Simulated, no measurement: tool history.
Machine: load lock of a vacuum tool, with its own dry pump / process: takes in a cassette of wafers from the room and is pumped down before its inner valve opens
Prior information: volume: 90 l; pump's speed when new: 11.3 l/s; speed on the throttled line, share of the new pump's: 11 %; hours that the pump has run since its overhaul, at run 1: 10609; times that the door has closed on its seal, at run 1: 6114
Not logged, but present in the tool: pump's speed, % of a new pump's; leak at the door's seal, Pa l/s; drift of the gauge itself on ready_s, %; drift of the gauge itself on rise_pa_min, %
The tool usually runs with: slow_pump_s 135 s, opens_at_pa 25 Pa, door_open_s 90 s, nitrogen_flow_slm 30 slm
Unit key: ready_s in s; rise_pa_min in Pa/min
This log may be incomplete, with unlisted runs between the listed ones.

run	hour	slow_pump_s	opens_at_pa	door_open_s	nitrogen_flow_slm	hours that the pump has run since its overhaul	times that the door has closed on its seal	incoming humidity of the room's air, %	ready_s	rise_pa_min
1	0.0	135	25	90	30	10609	6114	44.2	194.1	0.051
2	175.0	251	25	90	30	10784	6433	45.5	297.5	0.059
3	432.4	251	25	90	30	11041	6902	46.7	294.1	0.056
4	637.1	135	25	90	30	11246	7276	46.3	193.5	0.064
5	808.7	135	25	90	30	11417	7589	44.3	194.2	0.066
6	1048.4	135	25	90	30	11657	8026	46.5	194.7	0.074
7	1192.8	135	18	90	30	11802	8289	43.9	198.3	0.074
8	1458.3	135	18	90	30	12067	8773	44.6	198.9	0.070
9	1696.0	135	18	90	30	12305	9206	45.3	198.4	0.080
10	1819.8	135	18	90	30	12429	9432	44.4	198.6	0.070
11	2078.8	135	18	90	30	12688	9904	43.3	199.3	0.082
12	2240.2	135	18	90	30	12849	10199	46.3	199.9	0.084
13	2459.0	135	18	90	30	13068	10598	44.8	199.1	0.092
14	2608.0	135	25	90	30	13217	10869	48.3	197.7	0.095
15	2780.3	135	25	90	30	13389	11183	45.2	195.1	0.093
16	2976.8	135	25	90	30	13586	11542	46.9	197.2	0.108
17	3178.9	135	25	90	30	13788	11910	43.6	197.7	0.102
18	3435.3	135	25	54	30	14044	12377	46.8	198.1	0.103
19	3584.7	135	25	54	19	14193	12650	45.3	197.9	0.109
20	3724.3	87	22	218	10	14333	12904	45.0	156.7	0.155
21	3939.5	87	22	218	10	14548	13297	45.5	159.9	0.165
22	4121.2	87	22	218	10	14730	13628	48.2	157.4	0.176
23	4303.7	135	46	90	6	14912	13961	43.7	192.7	0.141
# hour 4357.9: dry pump taken out, an overhauled one fitted
24	4551.2	135	41	77	30	193	14401	45.2	184.7	0.127
25	4674.0	135	25	90	12	316	14625	43.1	187.9	0.149
26	4874.5	135	25	90	12	517	14991	47.8	186.4	0.151
27	5041.1	91	25	90	8	683	15294	43.2	148.1	0.154
28	5216.9	135	32	90	30	859	15615	41.5	185.7	0.147
29	5465.1	182	45	128	15	1107	16067	42.7	227.7	0.170
30	5719.8	135	26	136	30	1362	16532	46.6	188.9	0.169
31	5999.6	135	21	90	30	1642	17042	46.7	188.2	0.174
32	6142.5	231	25	90	18	1785	17303	47.6	276.6	0.181

Run 33 has not been measured yet. What should we expect?
33	6293.8	133	19	85	21	1936	17578	46.7	?	?

ready_s: 189.5 s
rise_pa_min: 0.181 Pa/min
With the hidden condition absent and the run-to-run variation left alone, this run would have shown ready_s 187.7 s, rise_pa_min 0.028 Pa/min.
